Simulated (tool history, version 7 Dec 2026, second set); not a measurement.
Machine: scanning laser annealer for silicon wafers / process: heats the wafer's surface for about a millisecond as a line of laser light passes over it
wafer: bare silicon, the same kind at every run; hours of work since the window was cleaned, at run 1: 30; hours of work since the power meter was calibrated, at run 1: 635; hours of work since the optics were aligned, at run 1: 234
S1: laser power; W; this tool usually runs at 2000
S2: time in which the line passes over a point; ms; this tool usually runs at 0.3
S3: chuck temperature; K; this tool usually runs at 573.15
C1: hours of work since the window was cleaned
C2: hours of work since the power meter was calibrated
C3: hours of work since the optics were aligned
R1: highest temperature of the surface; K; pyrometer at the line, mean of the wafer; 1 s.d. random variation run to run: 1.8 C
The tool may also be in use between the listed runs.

run   hour    S1     S2      S3   C1   C2   C3       R1
  1      0  2000    0.3  573.15   30  635  234  1336.15
  2   81.8  2000    0.3  573.15   69  674  273  1334.15
  3    136  2000    0.3  573.15   95  700  299  1335.15
  4  191.6  2000  0.272  573.15  122  727  326  1298.15
  5  244.3  1852    0.3  573.15  147  752  351  1267.15
  6  296.9  1852    0.3  573.15  172  777  376  1266.15
     303.5  -- laser's power meter calibrated
  7  360.9  1852    0.3  573.15  201   27  405  1262.15

Run 8, settings as shown, results not yet in. Your forecast:
  8  433.6  1717  0.289  583.15  236  62  440   ?

R1: 1202.15 K
The same run, on a tool lacking any hidden state, would have yielded R1 1222.15 K.

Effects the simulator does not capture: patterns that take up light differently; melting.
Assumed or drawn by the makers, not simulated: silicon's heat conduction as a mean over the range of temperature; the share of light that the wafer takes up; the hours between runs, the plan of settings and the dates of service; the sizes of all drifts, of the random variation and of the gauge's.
